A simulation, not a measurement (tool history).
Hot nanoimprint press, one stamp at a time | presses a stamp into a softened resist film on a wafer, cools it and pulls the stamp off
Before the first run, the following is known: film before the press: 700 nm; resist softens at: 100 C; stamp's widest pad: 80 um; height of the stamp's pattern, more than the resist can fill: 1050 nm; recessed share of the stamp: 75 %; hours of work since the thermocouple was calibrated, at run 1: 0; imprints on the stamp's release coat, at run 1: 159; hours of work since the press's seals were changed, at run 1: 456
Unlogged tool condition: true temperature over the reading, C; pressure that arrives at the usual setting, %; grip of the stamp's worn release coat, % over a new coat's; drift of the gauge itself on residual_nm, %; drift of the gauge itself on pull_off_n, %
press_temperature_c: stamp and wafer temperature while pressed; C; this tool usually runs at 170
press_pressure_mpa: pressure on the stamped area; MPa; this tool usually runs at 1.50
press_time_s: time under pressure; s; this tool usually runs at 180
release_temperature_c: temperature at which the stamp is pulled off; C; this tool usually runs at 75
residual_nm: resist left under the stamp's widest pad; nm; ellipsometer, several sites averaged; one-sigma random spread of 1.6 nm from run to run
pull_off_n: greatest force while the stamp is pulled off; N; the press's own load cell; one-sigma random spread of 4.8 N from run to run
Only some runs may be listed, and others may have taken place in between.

run   hour  press_temperature_c  press_pressure_mpa  press_time_s  release_temperature_c  hours of work since the thermocouple was calibrated  imprints on the stamp's release coat  hours of work since the press's seals were changed  residual_nm  pull_off_n
  1    0.0                  170                1.50           180                     75                                                    0                                   159                                                 456        259.5         241
  2   26.9                  170                1.09           180                     75                                                   21                                   258                                                 477        294.7         258
  3   64.4                  170                1.50           180                     68                                                   51                                   396                                                 507        257.6         298
  4   92.2                  170                1.50           180                     68                                                   73                                   498                                                 529        261.5         297
  5  130.7                  165                1.50           180                     75                                                  104                                   640                                                 560        351.7         290
  6  172.6                  170                1.50           180                     62                                                  137                                   794                                                 593        262.0         359
     223.6  -- stamp cleaned and given a new release coat
  7  223.6                  170                0.91           180                     75                                                  173                                     0                                                 629        324.4         248
  8  253.6                  170                1.50           180                     75                                                  197                                   110                                                 653        264.5         246
  9  296.3                  170                1.50           180                     75                                                  231                                   267                                                 687        265.9         262
 10  340.8                  170                1.50           180                     75                                                  266                                   431                                                 722        266.9         281
     348.6  -- plate thermocouple calibrated
 11  369.3                  170                1.50           180                     75                                                   16                                   525                                                 743        258.8         264
 12  407.4                  170                1.50           180                     75                                                   47                                   665                                                 773        256.5         294
 13  451.7                  170                1.50           180                     77                                                   82                                   828                                                 808        264.0         283
     493.7  -- stamp cleaned and given a new release coat
 14  508.3                  164                1.50           180                     75                                                  122                                    54                                                 848        375.8         247

Run 15 is up next; what results do you expect?
 15  561.4                  159                1.50           180                     75                                                  165                                   249                                                 891            ?           ?

Run 15 yielded residual_nm 476.7 nm, pull_off_n 251 N.
If the tool had no hidden condition, the same run with the same run-to-run variation would have returned residual_nm 462.6 nm, pull_off_n 233 N.

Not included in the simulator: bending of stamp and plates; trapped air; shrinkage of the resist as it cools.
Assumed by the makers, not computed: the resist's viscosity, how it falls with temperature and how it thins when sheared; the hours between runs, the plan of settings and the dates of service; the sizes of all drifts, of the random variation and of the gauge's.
